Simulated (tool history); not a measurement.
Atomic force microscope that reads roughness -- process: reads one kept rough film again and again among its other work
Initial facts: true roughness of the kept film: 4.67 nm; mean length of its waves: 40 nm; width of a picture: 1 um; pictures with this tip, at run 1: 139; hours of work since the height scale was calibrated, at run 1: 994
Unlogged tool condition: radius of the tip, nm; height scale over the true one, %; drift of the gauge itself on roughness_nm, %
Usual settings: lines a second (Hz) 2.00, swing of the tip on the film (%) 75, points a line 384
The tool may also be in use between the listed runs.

run   hour  lines a second (Hz)  swing of the tip on the film (%)  points a line  pictures with this tip  hours of work since the height scale was calibrated  roughness of the kept film (nm (root mean square))
  1    0.0                 2.00                                75            384                     139                                                  994                                               3.842
  2   39.8                 2.00                                75            384                     178                                                 1015                                               3.774
      68.3  -- new tip fitted
  3  101.3                 2.00                                75            384                      32                                                 1048                                               4.078
  4  156.2                 2.00                                75            384                      86                                                 1077                                               3.957
  5  201.8                 2.00                                75            384                     130                                                 1102                                               3.885
  6  259.4                 2.00                                75            698                     186                                                 1132                                               3.799
     282.1  -- new tip fitted
  7  301.1                 2.00                                75            473                      18                                                 1154                                               4.137
  8  332.0                 2.00                                75            473                      48                                                 1171                                               4.075
  9  400.9                 2.00                                75            384                     116                                                 1208                                               3.897
 10  455.0                 2.00                                75            384                     168                                                 1237                                               3.809
     493.5  -- new tip fitted
 11  515.8                 1.00                                75            384                      22                                                 1269                                               4.232
 12  572.9                 1.47                                75            384                      78                                                 1299                                               4.063
 13  615.8                 3.32                                88            605                     119                                                 1322                                               3.506
 14  652.0                 1.71                                63            366                     155                                                 1342                                               4.011
     703.0  -- new tip fitted
 15  722.3                 0.69                                61            777                      19                                                 1379                                               4.374
 16  784.2                 0.62                                75            365                      79                                                 1412                                               4.109
 17  818.3                 2.00                                69            900                     112                                                 1430                                               3.983
 18  872.5                 2.00                                69            262                     165                                                 1459                                               3.890
     912.8  -- new tip fitted
 19  917.9                 0.76                                86            480                       5                                                 1483                                               4.222
 20  956.3                 2.00                                74            797                      42                                                 1504                                               4.137

Alternative continuations, all from the tool just after run 20; predict every row:
  A  1013.8                 0.55                                62            424                      98                                                 1534                                                   ?
  B  1013.8                 2.00                                75            686                      98                                                 1534                                                   ?
  C  1013.8                 2.00                                75            789                      98                                                 1534                                                   ?
  D  1013.8                 0.86                                74            797                      98                                                 1534                                                   ?

run  roughness of the kept film (nm (root mean square))
  A                                               4.205
  B                                               3.988
  C                                               4.017
  D                                               4.117
With no hidden state in the tool, these same runs would have given:
run  roughness of the kept film (nm (root mean square))
  A                                               4.377
  B                                               4.151
  C                                               4.181
  D                                               4.286

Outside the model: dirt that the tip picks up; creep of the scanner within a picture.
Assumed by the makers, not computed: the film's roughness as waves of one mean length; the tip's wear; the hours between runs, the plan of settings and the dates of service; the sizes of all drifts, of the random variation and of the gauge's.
